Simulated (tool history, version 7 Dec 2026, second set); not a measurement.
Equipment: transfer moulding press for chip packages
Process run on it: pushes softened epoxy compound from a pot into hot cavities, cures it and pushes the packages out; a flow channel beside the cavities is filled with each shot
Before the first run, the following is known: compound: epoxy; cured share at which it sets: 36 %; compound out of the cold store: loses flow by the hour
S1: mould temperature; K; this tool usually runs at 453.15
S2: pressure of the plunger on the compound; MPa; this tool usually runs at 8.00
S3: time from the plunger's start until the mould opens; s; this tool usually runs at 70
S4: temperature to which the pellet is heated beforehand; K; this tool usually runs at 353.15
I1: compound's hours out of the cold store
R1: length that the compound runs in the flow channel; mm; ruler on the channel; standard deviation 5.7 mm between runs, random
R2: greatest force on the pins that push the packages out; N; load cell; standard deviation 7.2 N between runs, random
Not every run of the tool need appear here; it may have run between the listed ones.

{"run": 1, "hour": 0.0, "S1": 453.15, "S2": 8.0, "S3": 70, "S4": 353.15, "I1": 8.2, "R1": 926, "R2": 395}
{"hour": 11.3, "done": "cavities cleaned with cleaning compound and waxed"}
{"run": 2, "hour": 20.8, "S1": 453.15, "S2": 8.0, "S3": 70, "S4": 357.15, "I1": 14.8, "R1": 915, "R2": 366}
{"hour": 36.1, "done": "cavities cleaned with cleaning compound and waxed"}
{"run": 3, "hour": 38.6, "S1": 453.15, "S2": 8.0, "S3": 69, "S4": 357.15, "I1": 46.2, "R1": 833, "R2": 318}
{"run": 4, "hour": 57.4, "S1": 453.15, "S2": 8.0, "S3": 69, "S4": 353.15, "I1": 17.9, "R1": 907, "R2": 445}
{"hour": 61.5, "done": "cavities cleaned with cleaning compound and waxed"}
{"run": 5, "hour": 70.3, "S1": 453.15, "S2": 8.0, "S3": 69, "S4": 353.15, "I1": 15.0, "R1": 886, "R2": 402}
{"hour": 87.0, "done": "cavities cleaned with cleaning compound and waxed"}
{"run": 6, "hour": 88.4, "S1": 453.15, "S2": 8.0, "S3": 69, "S4": 353.15, "I1": 48.0, "R1": 801, "R2": 324}
{"run": 7, "hour": 98.2, "S1": 453.15, "S2": 8.0, "S3": 70, "S4": 355.15, "I1": 25.8, "R1": 855, "R2": 381}
{"hour": 112.2, "done": "cavities cleaned with cleaning compound and waxed"}
{"run": 8, "hour": 115.3, "S1": 453.15, "S2": 8.0, "S3": 70, "S4": 355.15, "I1": 38.0, "R1": 827, "R2": 322}
{"run": 9, "hour": 125.3, "S1": 453.15, "S2": 8.0, "S3": 70, "S4": 355.15, "I1": 36.0, "R1": 831, "R2": 370}
{"hour": 137.0, "done": "cavities cleaned with cleaning compound and waxed"}
{"run": 10, "hour": 144.6, "S1": 453.15, "S2": 8.0, "S3": 70, "S4": 355.15, "I1": 41.1, "R1": 818, "R2": 337}
{"hour": 161.2, "done": "plunger's sealing rings changed"}
{"hour": 164.3, "done": "cavities cleaned with cleaning compound and waxed"}
{"run": 11, "hour": 166.0, "S1": 453.15, "S2": 8.0, "S3": 70, "S4": 353.15, "I1": 39.9, "R1": 864, "R2": 315}
{"run": 12, "hour": 186.2, "S1": 453.15, "S2": 8.0, "S3": 70, "S4": 353.15, "I1": 45.2, "R1": 858, "R2": 404}
{"hour": 189.0, "done": "cavities cleaned with cleaning compound and waxed"}
{"run": 13, "hour": 204.8, "S1": 453.15, "S2": 8.0, "S3": 70, "S4": 353.15, "I1": 45.1, "R1": 851, "R2": 383}
{"hour": 214.3, "done": "cavities cleaned with cleaning compound and waxed"}
{"run": 14, "hour": 223.0, "S1": 453.15, "S2": 8.0, "S3": 70, "S4": 353.15, "I1": 19.4, "R1": 913, "R2": 389}
{"run": 15, "hour": 234.3, "S1": 453.15, "S2": 8.61, "S3": 86, "S4": 353.15, "I1": 16.5, "R1": 966, "R2": 334}
{"hour": 240.0, "done": "cavities cleaned with cleaning compound and waxed"}
{"run": 16, "hour": 254.5, "S1": 456.15, "S2": 6.97, "S3": 86, "S4": 353.15, "I1": 35.0, "R1": 800, "R2": 279}
{"hour": 265.2, "done": "cavities cleaned with cleaning compound and waxed"}
{"run": 17, "hour": 268.7, "S1": 456.15, "S2": 7.06, "S3": 85, "S4": 345.15, "I1": 9.1, "R1": 864, "R2": 265}
{"run": 18, "hour": 277.0, "S1": 454.15, "S2": 8.62, "S3": 59, "S4": 351.15, "I1": 21.8, "R1": 918, "R2": 553}
{"run": 19, "hour": 285.4, "S1": 460.15, "S2": 8.62, "S3": 59, "S4": 353.15, "I1": 19.1, "R1": 909, "R2": 385}
{"hour": 290.9, "done": "cavities cleaned with cleaning compound and waxed"}
{"run": 20, "hour": 299.5, "S1": 457.15, "S2": 9.4, "S3": 63, "S4": 354.15, "I1": 15.6, "R1": 970, "R2": 365}
{"run": 21, "hour": 308.1, "S1": 457.15, "S2": 6.91, "S3": 57, "S4": 348.15, "I1": 12.0, "R1": 836, "R2": 538}
{"hour": 316.4, "done": "cavities cleaned with cleaning compound and waxed"}
{"run": 22, "hour": 322.5, "S1": 458.15, "S2": 6.3, "S3": 70, "S4": 353.15, "I1": 36.1, "R1": 730, "R2": 292}
{"hour": 341.6, "done": "cavities cleaned with cleaning compound and waxed"}
{"run": 23, "hour": 341.6, "S1": 447.15, "S2": 6.71, "S3": 70, "S4": 353.15, "I1": 29.9, "R1": 823, "R2": 505}
{"run": 24, "hour": 355.9, "S1": 453.15, "S2": 8.95, "S3": 59, "S4": 361.15, "I1": 33.6, "R1": 896, "R2": 575}
{"hour": 366.2, "done": "cavities cleaned with cleaning compound and waxed"}
{"run": 25, "hour": 374.8, "S1": 453.15, "S2": 8.95, "S3": 62, "S4": 361.15, "I1": 22.1, "R1": 915, "R2": 489}
{"run": 26, "hour": 386.9, "S1": 446.15, "S2": 9.72, "S3": 62, "S4": 361.15, "I1": 41.3, "R1": 942, "R2": 855}

Below are 3 alternative next runs, each starting from the tool's condition after run 26. Predict each:
{"hour": 390.7, "done": "cavities cleaned with cleaning compound and waxed"}
{"run": "A", "hour": 401.5, "S1": 450.15, "S2": 9.91, "S3": 70, "S4": 360.15, "I1": 15.4, "R1": "?", "R2": "?"}
{"hour": 390.7, "done": "cavities cleaned with cleaning compound and waxed"}
{"run": "B", "hour": 401.5, "S1": 446.15, "S2": 9.72, "S3": 105, "S4": 348.15, "I1": 21.6, "R1": "?", "R2": "?"}
{"hour": 390.7, "done": "cavities cleaned with cleaning compound and waxed"}
{"run": "C", "hour": 401.5, "S1": 450.15, "S2": 8.0, "S3": 65, "S4": 353.15, "I1": 22.5, "R1": "?", "R2": "?"}

run=A R1=1000 R2=472
run=B R1=992 R2=313
run=C R1=886 R2=570
Without the tool's unlogged condition, the same runs would have read:
run=A R1=1055 R2=357
run=B R1=1046 R2=252
run=C R1=935 R2=432
